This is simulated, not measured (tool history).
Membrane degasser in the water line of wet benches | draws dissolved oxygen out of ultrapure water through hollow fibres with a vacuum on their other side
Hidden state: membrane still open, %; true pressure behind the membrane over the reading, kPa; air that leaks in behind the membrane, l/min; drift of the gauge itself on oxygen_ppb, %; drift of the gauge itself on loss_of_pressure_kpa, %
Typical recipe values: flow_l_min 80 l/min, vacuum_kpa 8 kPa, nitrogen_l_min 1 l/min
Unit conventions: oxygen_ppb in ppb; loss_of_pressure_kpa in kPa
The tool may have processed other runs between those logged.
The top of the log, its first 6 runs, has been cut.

run	hour	flow_l_min	vacuum_kpa	nitrogen_l_min	hours since the membrane was changed	hours since the vacuum gauge was calibrated	hours since the vacuum lines were made tight	oxygen_ppb	loss_of_pressure_kpa
7	513.2	80	13.48	1	3317	1244	557	1232.2	37.97
8	617.9	80	5.63	1	3421	1348	662	323.2	38.3
9	675	80	5.63	1	3478	1405	719	322.7	37.79
10	751.9	80	5.63	1	3555	1482	796	323.4	38.05
11	827.8	80	7.45	1	3631	1558	872	547.6	38.13
# hour 834.6: vacuum gauge calibrated
12	904.3	80	8	1	3707	70	948	613.8	38.08
13	966.4	80	8	1	3769	132	1010	614.8	37.9
14	1078.5	80	8	1	3881	244	1122	618.5	38.13
15	1171.6	80	8	1.46	3975	337	1215	476	38.17
16	1264.5	80	8	1.46	4067	430	1308	477	38.38
# hour 1341.7: vacuum gauge calibrated, once more
17	1341.7	49	8	1.53	4144	0	1385	309.7	23.76
18	1414	49	8	1.53	4216	72	1457	311.3	23.43
19	1506.7	49	18.65	1.53	4309	165	1549	933.6	23.6
20	1579.4	117	8	0.94	4382	238	1622	796.4	55.76
21	1648	117	8	0.94	4450	306	1691	796.8	55.87
22	1697.7	86	12.21	1	4500	356	1740	1142.3	41.21

For run 23, what comes out?
23	1764	77	6.54	0.59	4566	422	1807	?	?

Run 23 yielded oxygen_ppb 575.1 ppb, loss_of_pressure_kpa 37.01 kPa.
If the tool had no hidden condition, the same run with the same run-to-run variation would have returned oxygen_ppb 580.5 ppb, loss_of_pressure_kpa 36.51 kPa.
